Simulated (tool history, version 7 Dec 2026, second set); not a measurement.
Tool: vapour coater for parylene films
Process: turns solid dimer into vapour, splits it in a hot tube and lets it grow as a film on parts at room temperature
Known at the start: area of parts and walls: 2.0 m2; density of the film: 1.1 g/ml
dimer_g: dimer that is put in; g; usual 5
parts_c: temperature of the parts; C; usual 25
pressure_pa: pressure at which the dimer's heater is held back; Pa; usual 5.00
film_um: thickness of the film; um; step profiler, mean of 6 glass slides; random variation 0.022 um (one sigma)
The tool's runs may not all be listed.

run	hour	dimer_g	parts_c	pressure_pa	film_um
1	0.0	5	25	5.00	1.32
2	14.6	5	23	5.00	1.31
3	32.1	5	23	5.00	1.34
4	54.4	5	23	5.00	1.34
5	66.1	6	23	5.00	1.58
6	79.1	6	23	5.00	1.62
7	106.0	6	23	5.00	1.55
8	118.1	6	23	5.00	1.58
9	134.8	6	23	5.00	1.55
10	149.5	6	23	5.00	1.53
11	164.3	6	23	5.00	1.57
12	187.4	6	23	5.00	1.50
13	207.6	5	25	5.00	1.20
# hour 223.4: trap's valve overhauled
14	223.4	5	25	5.00	1.37
15	249.6	5	25	5.00	1.32
16	262.7	5	25	5.00	1.32
17	274.9	5	25	5.99	1.30
18	295.2	4	25	5.99	1.00
19	308.8	4	25	5.99	1.01
20	328.7	4	25	5.99	1.00
21	355.8	2	27	9.26	0.44
22	367.9	5	23	5.00	1.34
23	388.3	5	23	5.00	1.30
24	402.8	5	25	2.60	1.38
25	426.8	3	37	3.24	0.59
26	452.1	3	25	2.81	0.83
27	479.0	9	25	6.17	2.11
28	507.8	5	23	5.00	1.24
29	527.6	7	22	4.08	1.82
# hour 533.1: trap's valve overhauled
30	550.8	5	25	5.00	1.36
31	564.9	4	20	3.39	1.26
32	578.6	5	25	2.81	1.48
33	594.9	5	25	2.81	1.47
34	616.9	3	24	7.63	0.76
35	636.5	3	24	7.63	0.71
36	652.5	3	24	7.63	0.75
37	674.6	3	36	6.50	0.52
38	697.6	3	36	9.38	0.54

5 ways to go on from here, each from the tool as it stands after run 38. What would each give?
A	722.8	4	37	7.43	?
B	722.8	2	25	5.00	?
C	722.8	5	25	3.30	?
D	722.8	3	26	10.84	?
E	722.8	5	25	5.00	?

run	film_um
A	0.74
B	0.53
C	1.34
D	0.65
E	1.26
Without the tool's hidden state the same runs would have given:
run	film_um
A	0.79
B	0.56
C	1.43
D	0.70
E	1.34

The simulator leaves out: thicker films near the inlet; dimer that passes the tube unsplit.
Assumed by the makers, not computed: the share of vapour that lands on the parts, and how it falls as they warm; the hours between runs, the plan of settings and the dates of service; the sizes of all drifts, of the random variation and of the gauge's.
